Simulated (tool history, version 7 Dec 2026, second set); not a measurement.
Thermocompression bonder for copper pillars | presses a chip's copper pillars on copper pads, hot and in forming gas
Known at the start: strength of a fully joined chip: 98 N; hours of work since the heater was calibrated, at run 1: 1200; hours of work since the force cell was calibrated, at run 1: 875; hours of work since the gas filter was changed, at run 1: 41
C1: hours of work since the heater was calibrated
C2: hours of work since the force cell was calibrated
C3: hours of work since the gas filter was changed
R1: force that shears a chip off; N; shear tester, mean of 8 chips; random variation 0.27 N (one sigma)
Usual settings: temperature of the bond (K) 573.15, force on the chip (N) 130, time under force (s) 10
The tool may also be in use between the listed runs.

run 1 hour=0 | temperature_of_the_bond_(K)=573.15 force_on_the_chip_(N)=130 time_under_force_(s)=10 | C1=1200 C2=875 C3=41 | R1=39
run 2 hour=42 | temperature_of_the_bond_(K)=573.15 force_on_the_chip_(N)=130 time_under_force_(s)=10 | C1=1223 C2=898 C3=64 | R1=38.5
run 3 hour=86.6 | temperature_of_the_bond_(K)=573.15 force_on_the_chip_(N)=130 time_under_force_(s)=10 | C1=1248 C2=923 C3=89 | R1=37.9
run 4 hour=128.4 | temperature_of_the_bond_(K)=573.15 force_on_the_chip_(N)=130 time_under_force_(s)=10 | C1=1271 C2=946 C3=112 | R1=37.8
-- hour=162.8 forming gas filter changed
run 5 hour=162.8 | temperature_of_the_bond_(K)=573.15 force_on_the_chip_(N)=130 time_under_force_(s)=10 | C1=1289 C2=965 C3=0 | R1=39.9
run 6 hour=183.3 | temperature_of_the_bond_(K)=573.15 force_on_the_chip_(N)=130 time_under_force_(s)=10 | C1=1301 C2=976 C3=11 | R1=39.2
run 7 hour=209.9 | temperature_of_the_bond_(K)=573.15 force_on_the_chip_(N)=130 time_under_force_(s)=10 | C1=1316 C2=991 C3=26 | R1=39.2
run 8 hour=254.4 | temperature_of_the_bond_(K)=569.15 force_on_the_chip_(N)=130 time_under_force_(s)=10 | C1=1340 C2=1015 C3=51 | R1=36.2
run 9 hour=286.1 | temperature_of_the_bond_(K)=569.15 force_on_the_chip_(N)=130 time_under_force_(s)=10 | C1=1358 C2=1033 C3=68 | R1=37
run 10 hour=317 | temperature_of_the_bond_(K)=573.15 force_on_the_chip_(N)=130 time_under_force_(s)=10 | C1=1375 C2=1050 C3=85 | R1=38.5
run 11 hour=354.5 | temperature_of_the_bond_(K)=573.15 force_on_the_chip_(N)=130 time_under_force_(s)=10 | C1=1396 C2=1071 C3=106 | R1=38.1
run 12 hour=393.3 | temperature_of_the_bond_(K)=560.15 force_on_the_chip_(N)=130 time_under_force_(s)=10 | C1=1417 C2=1092 C3=128 | R1=31.1
-- hour=400.9 forming gas filter changed
run 13 hour=434.6 | temperature_of_the_bond_(K)=560.15 force_on_the_chip_(N)=175 time_under_force_(s)=10 | C1=1440 C2=1115 C3=19 | R1=39
run 14 hour=476.8 | temperature_of_the_bond_(K)=560.15 force_on_the_chip_(N)=175 time_under_force_(s)=10 | C1=1463 C2=1138 C3=42 | R1=38.7
run 15 hour=518.2 | temperature_of_the_bond_(K)=601.15 force_on_the_chip_(N)=133 time_under_force_(s)=15 | C1=1486 C2=1161 C3=65 | R1=63.1
run 16 hour=538.1 | temperature_of_the_bond_(K)=573.15 force_on_the_chip_(N)=130 time_under_force_(s)=8 | C1=1497 C2=1172 C3=76 | R1=36.4
run 17 hour=586.5 | temperature_of_the_bond_(K)=570.15 force_on_the_chip_(N)=130 time_under_force_(s)=5 | C1=1524 C2=1199 C3=103 | R1=27.6
run 18 hour=620.4 | temperature_of_the_bond_(K)=573.15 force_on_the_chip_(N)=123 time_under_force_(s)=8 | C1=1543 C2=1218 C3=122 | R1=34.3
-- hour=636 heater calibrated with a thermocouple chip
-- hour=638.5 forming gas filter changed
run 19 hour=657.3 | temperature_of_the_bond_(K)=549.15 force_on_the_chip_(N)=130 time_under_force_(s)=22 | C1=12 C2=1237 C3=10 | R1=35.4
run 20 hour=703.7 | temperature_of_the_bond_(K)=549.15 force_on_the_chip_(N)=130 time_under_force_(s)=22 | C1=37 C2=1262 C3=36 | R1=35.3

The next listed run, before its measurement:
run 21 hour=736.5 | temperature_of_the_bond_(K)=549.15 force_on_the_chip_(N)=130 time_under_force_(s)=22 | C1=55 C2=1281 C3=54 | R1=?

Run 21 gave R1 34.8 N.
Without the tool's hidden state the same run would have given R1 34.2 N.

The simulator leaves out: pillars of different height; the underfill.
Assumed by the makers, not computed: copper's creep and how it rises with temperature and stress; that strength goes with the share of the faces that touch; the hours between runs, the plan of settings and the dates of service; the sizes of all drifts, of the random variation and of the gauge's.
